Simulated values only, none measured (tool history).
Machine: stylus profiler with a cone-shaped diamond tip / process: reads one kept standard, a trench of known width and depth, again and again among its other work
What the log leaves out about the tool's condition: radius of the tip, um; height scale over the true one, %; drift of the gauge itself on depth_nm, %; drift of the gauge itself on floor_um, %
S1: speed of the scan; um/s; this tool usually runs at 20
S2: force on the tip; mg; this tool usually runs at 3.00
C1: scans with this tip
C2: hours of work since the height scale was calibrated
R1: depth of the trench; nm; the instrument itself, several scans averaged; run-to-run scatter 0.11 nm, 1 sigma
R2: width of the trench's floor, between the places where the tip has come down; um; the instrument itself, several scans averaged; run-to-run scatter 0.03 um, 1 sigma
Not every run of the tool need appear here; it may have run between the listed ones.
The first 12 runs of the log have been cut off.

{"run": 13, "hour": 1228.9, "S1": 20, "S2": 2.31, "C1": 21076, "C2": 2107, "R1": 201.77, "R2": 28.22}
{"run": 14, "hour": 1325.3, "S1": 20, "S2": 2.31, "C1": 21468, "C2": 2146, "R1": 201.81, "R2": 28.14}
{"run": 15, "hour": 1404.2, "S1": 20, "S2": 3.0, "C1": 21789, "C2": 2178, "R1": 202.14, "R2": 28.14}
{"run": 16, "hour": 1512.3, "S1": 18, "S2": 3.0, "C1": 22228, "C2": 2222, "R1": 202.15, "R2": 28.11}
{"run": 17, "hour": 1607.3, "S1": 18, "S2": 4.59, "C1": 22614, "C2": 2261, "R1": 202.88, "R2": 28.23}
{"run": 18, "hour": 1717.6, "S1": 18, "S2": 4.59, "C1": 23062, "C2": 2306, "R1": 202.86, "R2": 28.24}
{"run": 19, "hour": 1824.1, "S1": 18, "S2": 4.59, "C1": 23495, "C2": 2349, "R1": 202.78, "R2": 28.2}
{"hour": 1836.5, "done": "height scale calibrated on a step standard"}
{"run": 20, "hour": 1956.8, "S1": 45, "S2": 7.12, "C1": 24033, "C2": 49, "R1": 204.07, "R2": 28.18}
{"run": 21, "hour": 2053.3, "S1": 15, "S2": 4.34, "C1": 24425, "C2": 88, "R1": 202.98, "R2": 28.19}
{"run": 22, "hour": 2174.7, "S1": 15, "S2": 4.34, "C1": 24919, "C2": 137, "R1": 202.91, "R2": 28.15}
{"run": 23, "hour": 2296.3, "S1": 15, "S2": 4.34, "C1": 25413, "C2": 187, "R1": 202.84, "R2": 28.16}
{"run": 24, "hour": 2357.0, "S1": 15, "S2": 4.34, "C1": 25660, "C2": 212, "R1": 202.88, "R2": 28.18}
{"run": 25, "hour": 2429.5, "S1": 15, "S2": 1.98, "C1": 25955, "C2": 241, "R1": 201.66, "R2": 28.17}
{"run": 26, "hour": 2495.7, "S1": 45, "S2": 2.19, "C1": 26224, "C2": 268, "R1": 201.79, "R2": 28.04}
{"run": 27, "hour": 2600.8, "S1": 15, "S2": 1.21, "C1": 26651, "C2": 311, "R1": 201.17, "R2": 28.15}
{"run": 28, "hour": 2691.3, "S1": 15, "S2": 1.21, "C1": 27019, "C2": 347, "R1": 201.18, "R2": 28.19}
{"run": 29, "hour": 2814.9, "S1": 46, "S2": 1.39, "C1": 27521, "C2": 398, "R1": 201.41, "R2": 28.08}
{"run": 30, "hour": 2905.7, "S1": 46, "S2": 3.42, "C1": 27891, "C2": 435, "R1": 202.23, "R2": 28.09}
{"run": 31, "hour": 2964.2, "S1": 6, "S2": 3.56, "C1": 28128, "C2": 458, "R1": 202.47, "R2": 28.22}
{"run": 32, "hour": 3089.3, "S1": 37, "S2": 6.05, "C1": 28637, "C2": 509, "R1": 203.44, "R2": 28.2}
{"run": 33, "hour": 3198.3, "S1": 6, "S2": 1.45, "C1": 29080, "C2": 553, "R1": 201.44, "R2": 28.16}
{"run": 34, "hour": 3286.4, "S1": 6, "S2": 1.45, "C1": 29438, "C2": 589, "R1": 201.31, "R2": 28.2}
{"run": 35, "hour": 3411.1, "S1": 18, "S2": 3.0, "C1": 29945, "C2": 640, "R1": 202.13, "R2": 28.17}

What if the next run were any one of these 4? Each begins from the tool's condition after run 35:
{"run": "A", "hour": 3529.7, "S1": 32, "S2": 3.0, "C1": 30427, "C2": 688, "R1": "?", "R2": "?"}
{"run": "B", "hour": 3529.7, "S1": 30, "S2": 3.0, "C1": 30427, "C2": 688, "R1": "?", "R2": "?"}
{"run": "C", "hour": 3529.7, "S1": 27, "S2": 5.41, "C1": 30427, "C2": 688, "R1": "?", "R2": "?"}
{"run": "D", "hour": 3529.7, "S1": 11, "S2": 1.61, "C1": 30427, "C2": 688, "R1": "?", "R2": "?"}

run=A R1=201.97 R2=28.15
run=B R1=202.16 R2=28.13
run=C R1=203.56 R2=28.16
run=D R1=201.38 R2=28.20
The same runs, with their run-to-run variation unchanged, on a tool lacking any hidden condition would have given:
run=A R1=201.98 R2=28.17
run=B R1=202.17 R2=28.15
run=C R1=203.58 R2=28.18
run=D R1=201.39 R2=28.22

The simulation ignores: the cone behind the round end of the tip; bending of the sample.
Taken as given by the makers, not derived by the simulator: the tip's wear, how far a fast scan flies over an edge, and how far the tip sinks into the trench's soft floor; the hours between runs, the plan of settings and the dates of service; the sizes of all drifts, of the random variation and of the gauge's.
